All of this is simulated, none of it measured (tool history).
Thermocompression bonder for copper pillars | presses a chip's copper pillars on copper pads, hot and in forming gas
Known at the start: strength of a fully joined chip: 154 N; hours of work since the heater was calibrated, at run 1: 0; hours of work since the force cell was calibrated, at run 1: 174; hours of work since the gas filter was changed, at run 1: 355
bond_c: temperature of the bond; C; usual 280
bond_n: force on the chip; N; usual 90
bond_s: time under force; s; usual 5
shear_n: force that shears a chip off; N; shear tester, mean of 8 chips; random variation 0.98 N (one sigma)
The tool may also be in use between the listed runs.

run,hour,bond_c,bond_n,bond_s,hours of work since the heater was calibrated,hours of work since the force cell was calibrated,hours of work since the gas filter was changed,shear_n
1,0,280,90,5,0,174,355,81.7
2,10.5,280,90,5,6,180,361,81.9
3,19.8,280,90,5,12,185,367,80.6
4,28.7,280,90,4,17,190,372,76.1
5,36.3,280,90,4,21,195,376,74.5
6,43.1,280,90,4,25,199,380,74.7
# hour 54.6: forming gas filter changed
7,54.6,280,90,4,31,205,0,77.2
8,61.9,280,90,5,36,210,4,83.8
9,74.1,280,90,5,43,217,11,80.8
10,79.9,280,90,5,46,220,15,84.5
11,88.2,280,90,5,51,225,20,82
12,97.9,280,90,5,57,230,25,82.5
13,111.4,280,90,5,65,238,33,82.2
14,117.8,280,90,5,68,242,37,82.2
15,123.9,280,90,5,72,246,40,81.7
16,131.1,280,90,5,76,250,45,83.3
17,139.8,280,90,5,81,255,50,83.6
18,150.6,280,90,5,87,261,56,83
19,163.7,280,90,5,95,269,63,82.3
20,175.1,309,90,5,102,275,70,105.4
21,181.6,309,90,5,105,279,74,106.2
22,188.1,309,90,5,109,283,78,107.4
23,198.1,280,118,7,115,289,84,107.7
24,204.1,270,90,10,118,292,87,93.9
25,209.6,270,90,10,122,295,90,91.7
26,222.6,270,90,10,129,303,98,89.9
27,229.5,270,90,10,133,307,102,90.8
28,235.5,280,82,5,137,311,105,76.9
29,243.8,268,90,5,142,315,110,70.7
30,252.9,280,134,5,147,321,115,106.7
31,265.3,280,59,5,154,328,123,56.9
32,278.4,280,59,9,162,336,130,71.5
33,290.7,291,106,3,169,343,137,86.5
34,303.6,273,70,5,176,350,145,61.1
35,316.7,281,90,14,184,358,153,110.2
36,325.2,268,133,7,189,363,157,102
37,338.8,268,133,7,197,371,165,100.9
38,345.8,256,129,14,201,375,169,107.6
39,358,256,129,14,208,382,177,106
40,364.1,256,129,14,212,385,180,109.3
41,377.3,280,90,8,219,393,188,91.7

Hidden state or all else? Some run-to-run changes of shear_n, split into what the settings, what came in and random variation would give without the hidden state, and what is left for the hidden state (with any gauge scatter that isn't in both results):
The hidden state here: true temperature of the bond over the reading, C; force that reaches the chip, % of what is set; oxide that the forming gas leaves, % of the face; drift of the gauge itself on shear_n, %.
Run 6 -> 7: forming gas filter changed. shear_n +2.5 N: hidden state +2.4, all else +0.1.
Run 29 -> 30: bond_c 268 -> 280, bond_n 90 -> 134. shear_n +36 N: hidden state -0.7, all else +36.7.
Run 30 -> 31: bond_n 134 -> 59. shear_n -49.8 N: hidden state +0.8, all else -50.6.
Run 34 -> 35: bond_c 273 -> 281, bond_n 70 -> 90, bond_s 5 -> 14. shear_n +49.1 N: hidden state -1.1, all else +50.2.

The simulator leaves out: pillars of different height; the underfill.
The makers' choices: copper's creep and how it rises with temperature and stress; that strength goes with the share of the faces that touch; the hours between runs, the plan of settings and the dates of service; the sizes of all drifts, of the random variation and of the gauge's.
